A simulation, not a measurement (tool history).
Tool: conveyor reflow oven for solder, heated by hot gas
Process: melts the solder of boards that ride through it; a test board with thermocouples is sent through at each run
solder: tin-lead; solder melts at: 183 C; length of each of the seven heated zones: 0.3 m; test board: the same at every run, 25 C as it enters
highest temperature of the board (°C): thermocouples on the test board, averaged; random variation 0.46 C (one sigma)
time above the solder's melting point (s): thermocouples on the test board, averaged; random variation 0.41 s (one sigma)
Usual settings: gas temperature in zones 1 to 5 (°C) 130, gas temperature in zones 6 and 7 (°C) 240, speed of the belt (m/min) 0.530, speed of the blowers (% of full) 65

run   hour  gas temperature in zones 1 to 5 (°C)  gas temperature in zones 6 and 7 (°C)  speed of the belt (m/min)  speed of the blowers (% of full)  highest temperature of the board (°C)  time above the solder's melting point (s)
  1    0.0                                   130                                    240                      0.530                                65                                  215.5                                       46.9
  2    9.7                                   130                                    240                      0.530                                65                                  216.7                                       46.6
  3   23.5                                   125                                    240                      0.530                                65                                  215.5                                       45.0
  4   40.5                                   125                                    240                      0.530                                65                                  214.3                                       43.7
  5   50.6                                   125                                    240                      0.530                                65                                  214.2                                       44.2
  6   63.2                                   125                                    240                      0.530                                65                                  214.4                                       44.2
  7   80.8                                   130                                    240                      0.530                                65                                  214.6                                       45.4
  8   98.9                                   130                                    240                      0.530                                65                                  215.5                                       46.3
  9  115.5                                   127                                    240                      0.530                                65                                  216.7                                       46.0
 10  129.9                                   127                                    240                      0.530                                65                                  217.1                                       46.9
 11  141.6                                   127                                    240                      0.530                                65                                  216.4                                       46.8
 12  158.5                                   127                                    240                      0.530                                65                                  215.6                                       47.4
 13  176.4                                   127                                    240                      0.530                                65                                  215.5                                       46.3
 14  192.9                                   127                                    240                      0.530                                71                                  218.2                                       47.4
 15  204.3                                   127                                    240                      0.530                                71                                  217.9                                       48.7
 16  216.2                                   144                                    245                      0.439                                56                                  227.4                                       70.8
 17  234.8                                   144                                    245                      0.439                                56                                  227.7                                       71.7
 18  252.5                                   143                                    240                      0.530                                58                                  215.8                                       51.2
 19  260.5                                   143                                    240                      0.530                                58                                  216.1                                       50.9
 20  277.3                                   133                                    240                      0.530                                55                                  212.6                                       44.9
 21  285.2                                   135                                    250                      0.530                                65                                  226.0                                       56.0
 22  301.7                                   130                                    240                      0.530                                87                                  222.8                                       52.1
 23  319.9                                   142                                    240                      0.530                                65                                  219.0                                       52.7
 24  332.5                                   116                                    233                      0.530                                65                                  206.3                                       35.5
 25  346.6                                   141                                    235                      0.572                                65                                  210.5                                       43.3
 26  358.3                                   142                                    250                      0.431                                79                                  237.2                                       77.6
 27  376.6                                   140                                    230                      0.598                                73                                  208.3                                       38.1
 28  394.1                                   130                                    240                      0.595                                60                                  208.3                                       35.9
 29  412.7                                   130                                    240                      0.595                                60                                  208.6                                       35.6
 30  427.8                                   130                                    240                      0.505                                65                                  217.7                                       50.7

Taken out of this log: 2 entries between the listed runs. Where each belongs, and how the hidden state differs across it:
Between runs 3 and 4: flux residue cleaned out of gas plates and filters (hour 33.4)
  heat that the gas passes to the board, % of a clean oven's: 94.5 -> 91.5; belt's true speed, % of the reading: 99.51 -> 99.5; true gas temperature in zones 6 and 7 over the reading, C: -0.46 -> -0.49
  measured less the result without the state, highest temperature of the board (°C): -1.8 -> -2.8; time above the solder's melting point (s): -1.4 -> -2.2
Between runs 8 and 9: flux residue cleaned out of gas plates and filters, once more (hour 115.5)
  heat that the gas passes to the board, % of a clean oven's: 90.9 -> 98.4; belt's true speed, % of the reading: 99.45 -> 99.44; true gas temperature in zones 6 and 7 over the reading, C: -0.62 -> -0.65
  measured less the result without the state, highest temperature of the board (°C): -3.0 -> -0.8; time above the solder's melting point (s): -2.2 -> -0.3
